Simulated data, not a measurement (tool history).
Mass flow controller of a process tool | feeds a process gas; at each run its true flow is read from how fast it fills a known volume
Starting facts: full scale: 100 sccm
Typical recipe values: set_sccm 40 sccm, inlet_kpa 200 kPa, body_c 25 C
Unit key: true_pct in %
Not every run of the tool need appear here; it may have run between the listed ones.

| run | day | set_sccm | inlet_kpa | body_c | true_pct |
|---|---|---|---|---|---|
| 1 | 0 | 40 | 200 | 25 | 96.17 |
| 2 | 16.092 | 27 | 200 | 25 | 96.19 |
| 3 | 27.221 | 40 | 200 | 25 | 96.04 |
| 4 | 37.867 | 40 | 200 | 25 | 95.85 |
| 5 | 56.783 | 40 | 200 | 25 | 95.71 |
| 6 | 66.979 | 40 | 162 | 25 | 95.65 |
| 7 | 80.521 | 40 | 162 | 28 | 95.79 |
| 8 | 99.783 | 40 | 162 | 28 | 95.5 |
| 9 | 112.025 | 40 | 200 | 25 | 94.94 |
|  | 123.983 | controller exchanged for a calibrated one |
| 10 | 127.358 | 40 | 200 | 25 | 98.3 |
| 11 | 146.654 | 40 | 200 | 34 | 98.81 |
| 12 | 154.975 | 40 | 200 | 25 | 98.06 |
| 13 | 173.408 | 40 | 200 | 25 | 97.86 |
| 14 | 190.183 | 40 | 200 | 39 | 98.64 |
| 15 | 199.358 | 40 | 200 | 25 | 97.61 |
| 16 | 212.804 | 40 | 200 | 25 | 97.33 |
| 17 | 231.996 | 40 | 200 | 25 | 97.23 |
| 18 | 249.554 | 40 | 200 | 22 | 96.67 |
| 19 | 268.417 | 40 | 200 | 22 | 96.46 |
| 20 | 276.633 | 40 | 200 | 22 | 96.49 |
| 21 | 286.571 | 40 | 200 | 22 | 96.38 |
| 22 | 296.588 | 40 | 200 | 22 | 96.25 |
| 23 | 314.004 | 69 | 266 | 34 | 97.17 |
| 24 | 323.946 | 40 | 200 | 28 | 96.45 |
| 25 | 338.296 | 35 | 200 | 32 | 96.62 |
| 26 | 348.029 | 11 | 200 | 35 | 98.01 |
| 27 | 365.583 | 29 | 146 | 25 | 95.95 |
| 28 | 381.8 | 26 | 185 | 20 | 95.46 |
| 29 | 390.95 | 40 | 200 | 26 | 95.7 |
| 30 | 403.908 | 81 | 195 | 22 | 95.68 |
| 31 | 413.438 | 81 | 195 | 22 | 95.56 |
| 32 | 423.096 | 81 | 195 | 22 | 95.49 |
| 33 | 434.75 | 81 | 195 | 22 | 95.4 |
| 34 | 444.775 | 81 | 195 | 22 | 95.38 |
|  | 449.375 | controller exchanged for a calibrated one |
| 35 | 457.592 | 81 | 195 | 22 | 99.16 |
| 36 | 466.042 | 38 | 200 | 25 | 98.22 |
| 37 | 482.208 | 40 | 188 | 35 | 98.89 |
| 38 | 497.092 | 16 | 145 | 24 | 97.76 |
| 39 | 506.696 | 98 | 184 | 22 | 98.89 |
| 40 | 525.642 | 48 | 146 | 22 | 97.81 |
| 41 | 536.083 | 48 | 146 | 22 | 97.6 |
| 42 | 549.05 | 47 | 142 | 21 | 97.31 |

3 ways to go on from here, each from the tool as it stands after run 42. What would each give?
| A | 561.046 | 32 | 238 | 21 | ? |
| B | 561.046 | 38 | 200 | 27 | ? |
| C | 561.046 | 40 | 246 | 22 | ? |

| run | true_pct |
|---|---|
| A | 96.77 |
| B | 97.29 |
| C | 96.85 |
With no hidden state in the tool, these same runs would have given:
| run | true_pct |
|---|---|
| A | 97.88 |
| B | 98.48 |
| C | 98.07 |

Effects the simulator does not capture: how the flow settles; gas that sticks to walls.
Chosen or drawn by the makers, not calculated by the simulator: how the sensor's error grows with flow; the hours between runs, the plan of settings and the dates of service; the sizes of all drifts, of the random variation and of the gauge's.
